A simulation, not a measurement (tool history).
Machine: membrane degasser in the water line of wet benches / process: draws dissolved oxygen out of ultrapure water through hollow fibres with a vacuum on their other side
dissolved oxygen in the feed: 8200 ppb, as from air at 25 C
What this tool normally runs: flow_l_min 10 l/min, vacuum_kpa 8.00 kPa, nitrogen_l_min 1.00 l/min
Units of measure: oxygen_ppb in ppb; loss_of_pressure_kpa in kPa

run      day  flow_l_min  vacuum_kpa  nitrogen_l_min  oxygen_ppb  loss_of_pressure_kpa
  1    0.000          10        8.00            1.00       117.3                 27.38
  2    4.283          10        8.00            1.00       118.2                 27.61
  3    8.738          10        8.00            0.69       163.7                 27.92
  4   11.904          10        8.00            0.69       161.7                 27.48
  5   14.812          10        8.00            1.00       116.1                 27.67
  6   19.392          10        8.00            1.00       117.8                 27.75
  7   24.558          10        8.00            1.00       117.4                 27.90
  8   29.683          10        8.00            1.32        90.9                 27.84
  9   34.108          10        8.00            1.32        90.7                 28.00
      34.729  -- vacuum gauge calibrated
 10   39.050          10        8.00            1.00       115.9                 27.90
 11   43.979          10        8.00            1.00       116.9                 28.00
 12   48.667          10        8.63            1.00       131.5                 28.26
 13   51.479          10        8.63            1.00       131.3                 28.47
 14   55.292          10        8.63            1.00       131.4                 28.51
 15   59.275          10        8.00            1.00       116.0                 28.27
      62.362  -- gauge calibrated
 16   63.983          10        8.00            1.00       116.1                 27.76
 17   67.575           7        8.00            2.44        34.2                 19.58
 18   70.546           7        8.00            2.44        34.6                 19.60
 19   75.138           7        8.00            2.44        34.7                 19.48
 20   81.146           6        7.33            0.77        78.1                 16.81
 21   85.321          16        5.12            1.73        88.8                 45.01
 22   88.117          13        7.04            0.75       165.0                 36.48
 23   91.417          13        7.04            0.75       167.2                 36.30
 24   97.942           8        6.20            2.81        22.0                 22.57
 25  103.262           8        6.20            2.81        22.3                 22.79
 26  107.779          10       10.31            0.46       335.7                 28.39
 27  111.483           8        5.66            0.52        87.5                 22.60
 28  114.571          16        5.78            0.52       210.2                 45.48
 29  119.696           8        8.00            1.00        92.2                 22.79
 30  125.967          10       15.36            2.86       107.8                 28.45
 31  130.238           9        5.58            2.86        20.7                 25.73
 32  134.596           9        5.58            2.86        20.6                 25.87

Measured minus without-hidden-state, run by run (identical run-to-run variation in each term; gauge scatter may differ):
The tool's hidden condition here consists of: membrane still open, %; true pressure behind the membrane over the reading, kPa; air that leaks in behind the membrane, l/min; drift of the gauge itself on oxygen_ppb, %; drift of the gauge itself on loss_of_pressure_kpa, %.
run  loss_of_pressure_kpa
  1                 +0.02
  2                 +0.08
  3                 +0.13
  4                 +0.17
  5                 +0.22
  6                 +0.28
  7                 +0.34
  8                 +0.42
  9                 +0.48
 10                 +0.54
 11                 +0.61
 12                 +0.68
 13                 +0.71
 14                 +0.76
 15                 +0.81
 16                 +0.05
 17                 +0.06
 18                 +0.10
 19                 +0.14
 20                 +0.17
 21                 +0.54
 22                 +0.48
 23                 +0.54
 24                 +0.40
 25                 +0.46
 26                 +0.63
 27                 +0.55
 28                 +1.17
 29                 +0.64
 30                 +0.88
 31                 +0.84
 32                 +0.90
oxygen_ppb: differs from the measured result by no more than 0.4 ppb in any run.
